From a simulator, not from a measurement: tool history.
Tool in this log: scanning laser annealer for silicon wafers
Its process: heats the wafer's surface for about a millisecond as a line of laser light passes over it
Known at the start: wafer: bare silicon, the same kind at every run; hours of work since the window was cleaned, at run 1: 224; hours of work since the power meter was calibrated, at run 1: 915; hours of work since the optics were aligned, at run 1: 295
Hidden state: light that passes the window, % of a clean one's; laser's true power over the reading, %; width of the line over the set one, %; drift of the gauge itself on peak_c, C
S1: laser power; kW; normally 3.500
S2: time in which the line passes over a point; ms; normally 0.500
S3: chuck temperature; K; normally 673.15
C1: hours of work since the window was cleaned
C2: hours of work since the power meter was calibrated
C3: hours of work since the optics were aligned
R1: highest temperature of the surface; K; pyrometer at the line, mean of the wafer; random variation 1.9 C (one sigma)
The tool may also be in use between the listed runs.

run     day     S1     S2      S3   C1    C2   C3       R1
  1   0.000  3.500  0.500  673.15  224   915  295  1417.15
  2   1.621  3.500  0.500  673.15  251   941  321  1420.15
  3   3.133  3.500  0.500  673.15  275   966  346  1419.15
  4   4.788  3.500  0.433  673.15  302   992  373  1362.15
  5   6.321  3.500  0.433  673.15  327  1017  397  1362.15
  6   7.492  3.500  0.433  673.15  346  1036  416  1359.15
  7   8.246  3.500  0.433  673.15  358  1049  429  1357.15
  8   9.062  3.500  0.360  673.15  371  1062  442  1288.15
  9  10.788  3.700  0.360  673.15  399  1090  470  1329.15
 10  11.642  3.700  0.360  673.15  413  1104  484  1327.15
 11  12.858  3.700  0.360  673.15  433  1123  504  1327.15
 12  14.000  3.700  0.570  673.15  451  1142  522  1523.15
 13  14.796  3.222  0.385  676.15  464  1155  535  1262.15
 14  15.879  3.139  0.385  638.15  482  1172  553  1212.15
     16.600  -- window over the wafer cleaned
 15  16.771  3.693  0.466  708.15    3  1185  566  1466.15
 16  17.758  3.693  0.466  708.15   19  1202  582  1464.15
 17  19.508  3.733  0.431  671.15   47  1230  610  1408.15
 18  21.096  3.733  0.431  671.15   73  1256  636  1405.15
 19  22.892  3.500  0.557  660.15  102  1285  665  1453.15
 20  24.458  3.500  0.557  660.15  128  1310  690  1453.15
 21  25.508  3.500  0.500  706.15  145  1327  707  1451.15
 22  26.279  3.094  0.500  696.15  157  1340  720  1351.15
 23  27.792  3.261  0.571  665.15  182  1364  744  1411.15

How the hidden state differs across the entries between the runs, from the last listed run before each to the first after it:
Run 14 -> run 15: window over the wafer cleaned (day 16.600)
  light that passes the window, % of a clean one's: 99.85 -> 100
